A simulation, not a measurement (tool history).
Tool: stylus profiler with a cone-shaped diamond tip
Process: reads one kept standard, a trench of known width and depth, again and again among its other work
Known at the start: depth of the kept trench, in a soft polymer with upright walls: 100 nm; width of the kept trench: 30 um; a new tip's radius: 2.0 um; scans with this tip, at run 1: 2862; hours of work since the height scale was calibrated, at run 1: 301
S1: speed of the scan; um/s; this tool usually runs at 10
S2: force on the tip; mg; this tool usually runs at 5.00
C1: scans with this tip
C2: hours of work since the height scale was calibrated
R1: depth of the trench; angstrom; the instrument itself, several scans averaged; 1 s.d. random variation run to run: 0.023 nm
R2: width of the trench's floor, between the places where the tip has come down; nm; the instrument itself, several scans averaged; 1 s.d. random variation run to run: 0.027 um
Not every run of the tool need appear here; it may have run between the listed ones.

| run | hour | S1 | S2 | C1 | C2 | R1 | R2 |
|---|---|---|---|---|---|---|---|
| 1 | 0.0 | 10 | 5.00 | 2862 | 301 | 1025.6 | 28700 |
| 2 | 66.3 | 10 | 5.00 | 3183 | 335 | 1025.6 | 28730 |
| 3 | 119.3 | 10 | 12.90 | 3440 | 362 | 1048.6 | 28740 |
| 4 | 165.6 | 10 | 12.90 | 3664 | 386 | 1048.5 | 28710 |
| 5 | 227.7 | 10 | 12.90 | 3965 | 418 | 1048.6 | 28740 |
| 6 | 286.4 | 10 | 5.00 | 4249 | 447 | 1026.1 | 28730 |
| 7 | 341.8 | 33 | 5.00 | 4518 | 476 | 1025.9 | 28680 |
| 8 | 378.0 | 33 | 5.00 | 4693 | 494 | 1025.8 | 28610 |
| 9 | 419.7 | 16 | 12.41 | 4895 | 515 | 1047.8 | 28720 |
| 10 | 450.6 | 16 | 12.41 | 5045 | 531 | 1047.6 | 28720 |
| 11 | 494.0 | 16 | 12.41 | 5255 | 553 | 1047.5 | 28660 |
| 12 | 537.7 | 16 | 12.22 | 5467 | 576 | 1047.0 | 28710 |
| 13 | 572.3 | 13 | 7.71 | 5635 | 593 | 1034.4 | 28720 |
| 14 | 633.8 | 18 | 13.81 | 5933 | 625 | 1050.9 | 28680 |
| 15 | 689.5 | 18 | 13.81 | 6202 | 653 | 1051.1 | 28670 |
| 16 | 718.5 | 18 | 13.81 | 6343 | 668 | 1051.1 | 28700 |

Predict each of these 3 candidate next runs independently; none follows another, all start after run 16:
| A | 746.8 | 2 | 3.26 | 6480 | 682 | ? | ? |
| B | 746.8 | 10 | 8.04 | 6480 | 682 | ? | ? |
| C | 746.8 | 11 | 2.33 | 6480 | 682 | ? | ? |

| run | R1 | R2 |
|---|---|---|
| A | 1019.4 | 28780 |
| B | 1035.7 | 28710 |
| C | 1015.6 | 28660 |
Take away the tool's hidden state, keep each run's random variation, and the runs would have read:
| run | R1 | R2 |
|---|---|---|
| A | 1019.4 | 28780 |
| B | 1035.7 | 28710 |
| C | 1015.6 | 28670 |

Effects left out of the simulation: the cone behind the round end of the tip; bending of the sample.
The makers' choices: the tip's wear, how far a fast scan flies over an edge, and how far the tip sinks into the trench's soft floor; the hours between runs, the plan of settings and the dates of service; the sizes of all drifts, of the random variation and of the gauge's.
